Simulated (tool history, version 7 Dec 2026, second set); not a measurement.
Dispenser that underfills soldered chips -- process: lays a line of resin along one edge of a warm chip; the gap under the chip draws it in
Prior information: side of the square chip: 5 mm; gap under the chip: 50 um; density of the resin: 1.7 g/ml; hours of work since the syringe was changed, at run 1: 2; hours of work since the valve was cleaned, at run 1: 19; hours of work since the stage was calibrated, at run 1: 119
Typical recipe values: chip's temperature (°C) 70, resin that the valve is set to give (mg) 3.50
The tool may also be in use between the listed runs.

run   hour  chip's temperature (°C)  resin that the valve is set to give (mg)  hours of work since the syringe was changed  hours of work since the valve was cleaned  hours of work since the stage was calibrated  time until the resin shows at the far edge (s)  resin that the valve gave (mg)
  1    0.0                       70                                      3.50                                            2                                         19                                           119                                            10.4                            3.44
  2    7.7                       70                                      3.50                                            7                                         24                                           123                                            15.8                            3.42
      10.4  -- new syringe of resin
  3   12.9                       70                                      3.50                                            2                                         27                                           127                                            10.7                            3.42
  4   21.5                       70                                      4.27                                            7                                         32                                           132                                            16.0                            4.15
      24.2  -- new syringe of resin
  5   27.6                       70                                      4.27                                            2                                         36                                           136                                            10.8                            4.13
  6   35.3                       70                                      4.27                                            7                                         41                                           140                                            16.2                            4.14
      37.8  -- new syringe of resin
  7   44.8                       70                                      3.50                                            4                                         46                                           146                                            13.3                            3.35
      51.5  -- new syringe of resin
  8   51.6                       70                                      3.50                                            0                                         51                                           150                                             9.2                            3.34
  9   57.3                       70                                      3.50                                            4                                         54                                           154                                            12.6                            3.34
 10   64.7                       85                                      3.50                                            8                                         59                                           158                                            10.9                            3.30
      65.4  -- new syringe of resin
 11   74.0                       85                                      3.50                                            5                                         64                                           164                                             8.8                            3.28
      79.7  -- new syringe of resin
 12   81.5                       85                                      3.50                                            1                                         69                                           169                                             6.4                            3.30
      89.9  -- dispensing valve cleaned and set on the balance
 13   92.3                       85                                      3.50                                            7                                          1                                           175                                            10.7                            3.49
      94.4  -- new syringe of resin
 14  100.4                       70                                      3.50                                            4                                          6                                           180                                            12.4                            3.50
 15  105.2                       70                                      3.50                                            7                                          9                                           183                                            15.8                            3.47
     108.3  -- new syringe of resin
 16  113.9                       70                                      3.50                                            3                                         15                                           188                                            12.1                            3.47
     122.2  -- new syringe of resin
 17  122.7                       77                                      3.50                                            0                                         20                                           193                                             8.4                            3.44
 18  132.6                       77                                      3.50                                            7                                         26                                           199                                            13.1                            3.42
     135.8  -- new syringe of resin
 19  142.2                       70                                      3.31                                            4                                         32                                           205                                            12.8                            3.21
     149.4  -- new syringe of resin
 20  149.7                       64                                      3.75                                            0                                         37                                           210                                            11.3                            3.62
 21  158.3                       62                                      3.91                                            6                                         42                                           215                                            18.4                            3.77
     163.3  -- new syringe of resin
 22  164.8                       81                                      3.93                                            1                                         46                                           219                                             7.3                            3.77
 23  169.2                       81                                      3.93                                            4                                         49                                           222                                             8.7                            3.77
 24  174.5                       64                                      4.21                                            7                                         52                                           225                                            19.4                            4.01
     177.1  -- new syringe of resin
 25  184.6                       69                                      3.89                                            5                                         58                                           231                                            13.7                            3.69
 26  190.2                       70                                      3.27                                            8                                         62                                           235                                            18.3                            3.09
     191.0  -- new syringe of resin
 27  197.0                       56                                      4.40                                            4                                         66                                           239                                            19.9                            4.14
     204.6  -- new syringe of resin
 28  205.3                       56                                      4.40                                            0                                         71                                           244                                            14.9                            4.12
     210.8  -- dispensing valve cleaned and set on the balance
 29  211.6                       82                                      3.46                                            4                                          1                                           247                                             8.7                            3.46
 30  217.2                       82                                      3.46                                            7                                          4                                           251                                            12.0                            3.44
     219.7  -- new syringe of resin
 31  226.9                       59                                      3.07                                            5                                         10                                           257                                            18.5                            3.03
     233.8  -- new syringe of resin
 32  234.6                       57                                      3.91                                            0                                         15                                           261                                            14.6                            3.85
 33  240.1                       58                                      3.04                                            4                                         18                                           265                                            19.0                            3.00
     247.7  -- new syringe of resin
 34  250.2                       73                                      3.25                                            2                                         24                                           271                                             9.9                            3.18
 35  257.9                       58                                      3.47                                            6                                         29                                           276                                            22.8                            3.39

Branching from run 35: 4 alternative next runs. What would each branch give?
     261.3  -- new syringe of resin
  A  262.9                       60                                      3.12                                            1                                         32                                           279                                               ?                               ?
     261.3  -- new syringe of resin
  B  262.9                       67                                      3.39                                            1                                         32                                           279                                               ?                               ?
     261.3  -- new syringe of resin
  C  262.9                       63                                      4.45                                            1                                         32                                           279                                               ?                               ?
     261.3  -- new syringe of resin
  D  262.9                       77                                      4.06                                            1                                         32                                           279                                               ?                               ?

run  time until the resin shows at the far edge (s)  resin that the valve gave (mg)
  A                                            14.2                            3.03
  B                                            11.3                            3.28
  C                                            11.8                            4.33
  D                                             7.2                            3.94
Stripped of hidden state, with their random variation kept, the same runs would have yielded:
run  time until the resin shows at the far edge (s)  resin that the valve gave (mg)
  A                                            13.5                            3.12
  B                                            10.7                            3.39
  C                                            11.2                            4.47
  D                                             6.8                            4.06
